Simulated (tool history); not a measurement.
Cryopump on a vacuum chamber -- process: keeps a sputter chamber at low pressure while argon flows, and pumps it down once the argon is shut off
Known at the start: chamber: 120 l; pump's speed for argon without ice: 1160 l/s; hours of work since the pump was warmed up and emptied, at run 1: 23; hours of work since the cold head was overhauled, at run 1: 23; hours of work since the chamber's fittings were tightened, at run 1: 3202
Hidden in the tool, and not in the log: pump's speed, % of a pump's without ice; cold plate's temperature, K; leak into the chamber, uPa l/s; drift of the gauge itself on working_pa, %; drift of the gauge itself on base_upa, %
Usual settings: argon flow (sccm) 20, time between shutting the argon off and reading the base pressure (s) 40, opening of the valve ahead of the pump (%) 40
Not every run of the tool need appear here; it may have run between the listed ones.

| run | day | argon flow (sccm) | time between shutting the argon off and reading the base pressure (s) | opening of the valve ahead of the pump (%) | hours of work since the pump was warmed up and emptied | hours of work since the cold head was overhauled | hours of work since the chamber's fittings were tightened | pressure while argon flows (Pa) | pressure after the wait (uPa) |
|---|---|---|---|---|---|---|---|---|---|
| 1 | 0 | 20 | 40 | 40 | 23 | 23 | 3202 | 0.0734 | 3.77 |
| 2 | 1.246 | 20 | 40 | 40 | 41 | 41 | 3219 | 0.0737 | 3.71 |
| 3 | 2.458 | 20 | 40 | 40 | 59 | 59 | 3237 | 0.074 | 3.82 |
| 4 | 3.317 | 20 | 40 | 40 | 71 | 71 | 3249 | 0.0737 | 3.72 |
| 5 | 4.667 | 20 | 40 | 40 | 91 | 91 | 3269 | 0.0753 | 3.71 |
| 6 | 6.262 | 20 | 40 | 40 | 114 | 114 | 3292 | 0.074 | 3.76 |
| 7 | 7.979 | 20 | 40 | 40 | 139 | 139 | 3317 | 0.0761 | 3.77 |
| 8 | 9.421 | 10 | 40 | 40 | 159 | 159 | 3338 | 0.0368 | 3.73 |
| 9 | 11.058 | 10 | 40 | 40 | 183 | 183 | 3361 | 0.0377 | 3.8 |
|  | 11.533 | leaking fittings of the chamber tightened, without venting |
| 10 | 12.612 | 10 | 40 | 40 | 204 | 204 | 16 | 0.0379 | 3.42 |
| 11 | 14.346 | 10 | 40 | 40 | 229 | 229 | 41 | 0.0378 | 3.32 |
| 12 | 16.238 | 20 | 40 | 40 | 257 | 257 | 68 | 0.0767 | 3.23 |
| 13 | 17.208 | 20 | 40 | 40 | 271 | 271 | 82 | 0.0772 | 3.33 |
| 14 | 18.288 | 20 | 40 | 40 | 286 | 286 | 98 | 0.0764 | 3.3 |
| 15 | 19.092 | 20 | 40 | 40 | 298 | 298 | 109 | 0.0767 | 3.35 |
| 16 | 19.933 | 20 | 40 | 40 | 310 | 310 | 121 | 0.0778 | 3.35 |
| 17 | 20.908 | 20 | 74 | 40 | 324 | 324 | 136 | 0.0777 | 1.97 |
| 18 | 22.417 | 20 | 74 | 40 | 346 | 346 | 157 | 0.0783 | 2.01 |
| 19 | 24.104 | 20 | 74 | 40 | 370 | 370 | 182 | 0.0792 | 2.04 |
| 20 | 25.367 | 36 | 74 | 40 | 389 | 389 | 200 | 0.142 | 2.06 |
| 21 | 26.338 | 36 | 74 | 40 | 403 | 403 | 214 | 0.1421 | 2.01 |
| 22 | 27.812 | 36 | 74 | 40 | 424 | 424 | 235 | 0.1422 | 2 |
| 23 | 29.017 | 36 | 25 | 25 | 441 | 441 | 253 | 0.2213 | 5.2 |
| 24 | 30.171 | 16 | 40 | 40 | 458 | 458 | 270 | 0.0635 | 3.37 |
| 25 | 31.792 | 16 | 212 | 58 | 482 | 482 | 293 | 0.0464 | 1.04 |
| 26 | 33.171 | 16 | 212 | 58 | 502 | 502 | 313 | 0.0464 | 0.99 |
| 27 | 34.967 | 20 | 152 | 26 | 528 | 528 | 339 | 0.1187 | 1.24 |
| 28 | 36.008 | 20 | 152 | 26 | 543 | 543 | 354 | 0.1221 | 1.25 |
| 29 | 37.188 | 32 | 165 | 16 | 560 | 560 | 371 | 0.3063 | 1.2 |
| 30 | 38.733 | 14 | 36 | 20 | 582 | 582 | 393 | 0.1081 | 3.66 |
| 31 | 39.829 | 23 | 122 | 40 | 598 | 598 | 409 | 0.0953 | 1.49 |
| 32 | 41.329 | 20 | 28 | 16 | 619 | 619 | 431 | 0.1938 | 4.76 |
| 33 | 42.546 | 13 | 71 | 40 | 637 | 637 | 448 | 0.0528 | 2.21 |
|  | 43.371 | pump warmed up, emptied and cooled again |
| 34 | 43.988 | 12 | 46 | 26 | 9 | 655 | 466 | 0.0676 | 3 |
| 35 | 45.242 | 19 | 40 | 40 | 27 | 673 | 484 | 0.0706 | 3.35 |

Forecast each of these 3 alternatives for the next run:
| A | 46.979 | 19 | 79 | 24 | 52 | 698 | 510 | ? | ? |
| B | 46.979 | 18 | 281 | 40 | 52 | 698 | 510 | ? | ? |
| C | 46.979 | 11 | 45 | 40 | 52 | 698 | 510 | ? | ? |

| run | pressure while argon flows (Pa) | pressure after the wait (uPa) |
|---|---|---|
| A | 0.1162 | 1.88 |
| B | 0.0664 | 0.86 |
| C | 0.0403 | 2.94 |
Had the tool no hidden state, the same runs would have come out as:
| run | pressure while argon flows (Pa) | pressure after the wait (uPa) |
|---|---|---|
| A | 0.1149 | 1.74 |
| B | 0.0653 | 0.71 |
| C | 0.0396 | 2.8 |
